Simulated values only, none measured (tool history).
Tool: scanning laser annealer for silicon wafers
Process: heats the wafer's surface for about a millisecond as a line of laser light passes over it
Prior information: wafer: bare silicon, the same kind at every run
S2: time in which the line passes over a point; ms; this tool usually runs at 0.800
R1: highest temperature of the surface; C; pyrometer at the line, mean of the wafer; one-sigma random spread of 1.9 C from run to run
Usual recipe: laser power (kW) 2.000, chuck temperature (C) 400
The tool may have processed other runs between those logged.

Run 1, hour 0.0: usual settings. Result: R1 1161 C.
Run 2, hour 15.1: usual settings but laser power (kW) 2.124. Result: R1 1219 C.
Run 3, hour 30.6: usual settings but laser power (kW) 2.132. Result: R1 1222 C.
Run 4, hour 43.1: usual settings but laser power (kW) 2.132. Result: R1 1223 C.
At hour 51.8: window over the wafer cleaned.
Run 5, hour 54.2: usual settings. Result: R1 1212 C.
Run 6, hour 64.3: usual settings. Result: R1 1215 C.
Run 7, hour 79.1: usual settings. Result: R1 1214 C.
Run 8, hour 88.2: usual settings but laser power (kW) 2.172, chuck temperature (C) 399. Result: R1 1303 C.
Run 9, hour 97.8: usual settings but laser power (kW) 1.966, S2 0.665 ms, chuck temperature (C) 395. Result: R1 1115 C.
Run 10, hour 108.8: usual settings but laser power (kW) 1.822, S2 0.665 ms, chuck temperature (C) 362. Result: R1 1016 C.
Run 11, hour 117.1: usual settings but laser power (kW) 1.822, S2 0.697 ms, chuck temperature (C) 407. Result: R1 1078 C.
Run 12, hour 133.3: usual settings but laser power (kW) 1.822, S2 0.697 ms, chuck temperature (C) 407. Result: R1 1076 C.
Run 13, hour 151.0: usual settings but laser power (kW) 1.822, S2 0.697 ms, chuck temperature (C) 407. Result: R1 1075 C.

What if the next run were any one of these 4? Each begins from the tool's condition after run 13:
Run A, hour 167.1: usual settings but S2 0.570 ms, chuck temperature (C) 390. Result: R1 ?.
Run B, hour 167.1: usual settings but laser power (kW) 1.760, S2 0.765 ms, chuck temperature (C) 407. Result: R1 ?.
Run C, hour 167.1: usual settings but chuck temperature (C) 370. Result: R1 ?.
Run D, hour 167.1: usual settings but laser power (kW) 1.822, S2 0.632 ms, chuck temperature (C) 407. Result: R1 ?.

run    R1
  A  1062
  B  1079
  C  1178
  D  1039
The same runs, with their run-to-run variation unchanged, on a tool lacking any hidden condition would have given:
run    R1
  A  1076
  B  1092
  C  1194
  D  1052
